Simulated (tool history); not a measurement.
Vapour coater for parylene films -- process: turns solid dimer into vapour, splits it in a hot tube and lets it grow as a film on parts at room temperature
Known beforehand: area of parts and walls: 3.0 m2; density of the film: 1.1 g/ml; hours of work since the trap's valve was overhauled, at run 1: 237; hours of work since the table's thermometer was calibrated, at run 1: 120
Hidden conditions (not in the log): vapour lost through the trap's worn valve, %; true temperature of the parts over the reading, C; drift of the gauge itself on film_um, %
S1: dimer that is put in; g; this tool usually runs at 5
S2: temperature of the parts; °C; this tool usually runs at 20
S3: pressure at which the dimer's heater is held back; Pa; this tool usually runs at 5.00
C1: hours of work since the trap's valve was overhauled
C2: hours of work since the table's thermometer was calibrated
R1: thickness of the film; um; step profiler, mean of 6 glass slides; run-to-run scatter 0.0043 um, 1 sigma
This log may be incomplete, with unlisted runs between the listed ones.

| run | hour | S1 | S2 | S3 | C1 | C2 | R1 |
|---|---|---|---|---|---|---|---|
| 1 | 0.0 | 5 | 20 | 5.00 | 237 | 120 | 0.780 |
| 2 | 8.8 | 3 | 20 | 5.00 | 242 | 125 | 0.469 |
| 3 | 18.2 | 6 | 20 | 5.00 | 247 | 130 | 0.940 |
| 4 | 36.8 | 6 | 20 | 5.00 | 257 | 141 | 0.932 |
| 5 | 52.1 | 5 | 20 | 5.00 | 266 | 149 | 0.775 |
| 6 | 68.2 | 5 | 20 | 5.00 | 275 | 158 | 0.778 |
| 7 | 84.6 | 5 | 20 | 5.00 | 284 | 167 | 0.774 |
| 8 | 97.6 | 5 | 20 | 5.00 | 291 | 174 | 0.775 |
| 9 | 107.9 | 5 | 27 | 5.00 | 297 | 180 | 0.623 |
| 10 | 124.1 | 5 | 27 | 5.00 | 306 | 189 | 0.622 |
| 11 | 138.7 | 5 | 27 | 5.00 | 314 | 197 | 0.626 |
| 12 | 151.2 | 3 | 24 | 2.84 | 321 | 204 | 0.446 |
|  | 167.8 | trap's valve overhauled |
| 13 | 169.0 | 8 | 20 | 5.00 | 1 | 212 | 1.336 |
| 14 | 187.1 | 4 | 26 | 4.39 | 11 | 222 | 0.562 |
| 15 | 201.8 | 4 | 26 | 4.39 | 19 | 230 | 0.569 |
| 16 | 213.0 | 4 | 26 | 4.39 | 25 | 236 | 0.562 |
| 17 | 222.7 | 2 | 13 | 11.59 | 31 | 242 | 0.350 |

Run 18 comes next. What will it give?
| 18 | 239.7 | 6 | 19 | 3.70 | 40 | 251 | ? |

Logged for run 18: R1 1.073 um.
With the hidden condition absent and the run-to-run variation left alone, this run would have shown R1 1.078 um.
